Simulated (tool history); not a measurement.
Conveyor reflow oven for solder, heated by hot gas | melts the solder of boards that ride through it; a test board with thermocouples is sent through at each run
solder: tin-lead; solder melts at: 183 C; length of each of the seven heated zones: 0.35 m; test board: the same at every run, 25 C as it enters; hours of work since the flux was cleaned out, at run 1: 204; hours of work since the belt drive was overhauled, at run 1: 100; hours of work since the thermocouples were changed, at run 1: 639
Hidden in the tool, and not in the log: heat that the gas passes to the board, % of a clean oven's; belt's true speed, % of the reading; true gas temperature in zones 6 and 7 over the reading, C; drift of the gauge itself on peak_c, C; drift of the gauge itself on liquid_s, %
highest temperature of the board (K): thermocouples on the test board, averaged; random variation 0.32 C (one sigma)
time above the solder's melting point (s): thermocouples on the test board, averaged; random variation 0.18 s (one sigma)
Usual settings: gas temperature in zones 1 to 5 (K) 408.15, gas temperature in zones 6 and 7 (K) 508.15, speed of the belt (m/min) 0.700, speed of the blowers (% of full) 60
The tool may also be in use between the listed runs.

| run | hour | gas temperature in zones 1 to 5 (K) | gas temperature in zones 6 and 7 (K) | speed of the belt (m/min) | speed of the blowers (% of full) | hours of work since the flux was cleaned out | hours of work since the belt drive was overhauled | hours of work since the thermocouples were changed | highest temperature of the board (K) | time above the solder's melting point (s) |
|---|---|---|---|---|---|---|---|---|---|---|
| 1 | 0.0 | 408.15 | 508.15 | 0.700 | 60 | 204 | 100 | 639 | 491.15 | 45.0 |
| 2 | 16.7 | 408.15 | 508.15 | 0.700 | 60 | 211 | 106 | 646 | 491.15 | 44.8 |
| 3 | 37.4 | 408.15 | 508.15 | 0.700 | 60 | 220 | 115 | 654 | 490.65 | 44.9 |
| 4 | 58.5 | 408.15 | 508.15 | 0.636 | 60 | 228 | 124 | 663 | 494.05 | 51.2 |
| 5 | 85.9 | 408.15 | 508.15 | 0.636 | 60 | 240 | 135 | 674 | 493.65 | 51.3 |
| 6 | 98.3 | 408.15 | 508.15 | 0.636 | 60 | 245 | 140 | 679 | 493.95 | 51.8 |
| 7 | 123.2 | 408.15 | 508.15 | 0.700 | 60 | 255 | 150 | 689 | 490.75 | 44.6 |
| 8 | 141.4 | 408.15 | 508.15 | 0.700 | 60 | 262 | 157 | 697 | 490.95 | 44.6 |
| 9 | 157.8 | 408.15 | 508.15 | 0.700 | 60 | 269 | 164 | 703 | 490.95 | 44.7 |
| 10 | 175.5 | 408.15 | 508.15 | 0.700 | 62 | 276 | 171 | 711 | 490.85 | 44.6 |
| 11 | 198.0 | 408.15 | 508.15 | 0.700 | 62 | 285 | 181 | 720 | 490.85 | 44.8 |
|  | 208.7 | thermocouples of zones 6 and 7 changed |
| 12 | 221.6 | 408.15 | 508.15 | 0.700 | 62 | 294 | 189 | 5 | 492.95 | 46.0 |
| 13 | 233.0 | 408.15 | 508.15 | 0.700 | 62 | 299 | 194 | 10 | 493.25 | 45.6 |
| 14 | 254.1 | 408.15 | 508.15 | 0.700 | 62 | 308 | 203 | 19 | 492.85 | 45.8 |
| 15 | 270.1 | 408.15 | 508.15 | 0.700 | 62 | 314 | 209 | 25 | 493.25 | 45.9 |
|  | 275.6 | belt drive overhauled, speed set with a stopwatch |
| 16 | 295.5 | 408.15 | 508.15 | 0.700 | 62 | 323 | 8 | 34 | 493.05 | 46.2 |
| 17 | 321.4 | 419.15 | 511.15 | 0.654 | 50 | 333 | 19 | 44 | 497.05 | 55.1 |
| 18 | 340.8 | 419.15 | 511.15 | 0.654 | 50 | 341 | 27 | 52 | 497.15 | 54.8 |
| 19 | 356.5 | 408.15 | 498.15 | 0.700 | 53 | 348 | 33 | 59 | 482.25 | 38.7 |
|  | 369.6 | belt drive overhauled, speed set with a stopwatch, once more |
| 20 | 378.0 | 408.15 | 498.15 | 0.700 | 53 | 355 | 3 | 66 | 481.65 | 38.2 |
| 21 | 403.1 | 408.15 | 498.15 | 0.700 | 53 | 365 | 14 | 76 | 482.15 | 38.4 |
| 22 | 423.5 | 408.15 | 508.15 | 0.753 | 59 | 374 | 22 | 85 | 489.25 | 40.4 |
| 23 | 443.4 | 422.15 | 508.15 | 0.640 | 62 | 382 | 30 | 93 | 496.85 | 56.9 |
| 24 | 454.9 | 422.15 | 514.15 | 0.640 | 79 | 386 | 35 | 97 | 504.35 | 60.7 |
|  | 466.0 | flux residue cleaned out of gas plates and filters |
| 25 | 482.3 | 408.15 | 512.15 | 0.700 | 55 | 7 | 44 | 107 | 496.45 | 47.7 |
| 26 | 494.1 | 395.15 | 512.15 | 0.602 | 60 | 12 | 49 | 111 | 500.85 | 55.6 |
| 27 | 513.2 | 408.15 | 517.15 | 0.651 | 60 | 19 | 57 | 119 | 504.05 | 55.7 |
| 28 | 531.4 | 400.15 | 508.15 | 0.805 | 73 | 27 | 64 | 127 | 490.95 | 36.8 |
| 29 | 557.0 | 415.15 | 508.15 | 0.805 | 73 | 37 | 75 | 137 | 492.55 | 41.7 |
| 30 | 571.2 | 415.15 | 508.15 | 0.805 | 85 | 43 | 80 | 143 | 494.95 | 42.8 |

Measured less the same run without the tool's hidden state. The same run-to-run variation is in both; the gauge's scatter may not be:
| run | highest temperature of the board (K) | time above the solder's melting point (s) |
|---|---|---|
| 1 | -3.00 | -1.8 |
| 2 | -3.00 | -1.9 |
| 3 | -3.10 | -1.9 |
| 4 | -3.00 | -1.8 |
| 5 | -3.10 | -1.9 |
| 6 | -3.20 | -1.9 |
| 7 | -3.40 | -2.1 |
| 8 | -3.40 | -2.1 |
| 9 | -3.50 | -2.2 |
| 10 | -3.60 | -2.2 |
| 11 | -3.60 | -2.2 |
| 12 | -1.30 | -0.9 |
| 13 | -1.50 | -1.0 |
| 14 | -1.50 | -1.0 |
| 15 | -1.50 | -1.1 |
| 16 | -1.70 | -1.0 |
| 17 | -1.30 | -0.7 |
| 18 | -1.30 | -0.8 |
| 19 | -1.60 | -1.6 |
| 20 | -1.70 | -1.8 |
| 21 | -1.80 | -1.9 |
| 22 | -2.30 | -1.6 |
| 23 | -1.70 | -0.9 |
| 24 | -1.80 | -0.7 |
| 25 | +0.00 | +0.0 |
| 26 | -0.20 | +0.0 |
| 27 | -0.20 | -0.1 |
| 28 | -0.40 | -0.2 |
| 29 | -0.40 | -0.2 |
| 30 | -0.50 | -0.2 |

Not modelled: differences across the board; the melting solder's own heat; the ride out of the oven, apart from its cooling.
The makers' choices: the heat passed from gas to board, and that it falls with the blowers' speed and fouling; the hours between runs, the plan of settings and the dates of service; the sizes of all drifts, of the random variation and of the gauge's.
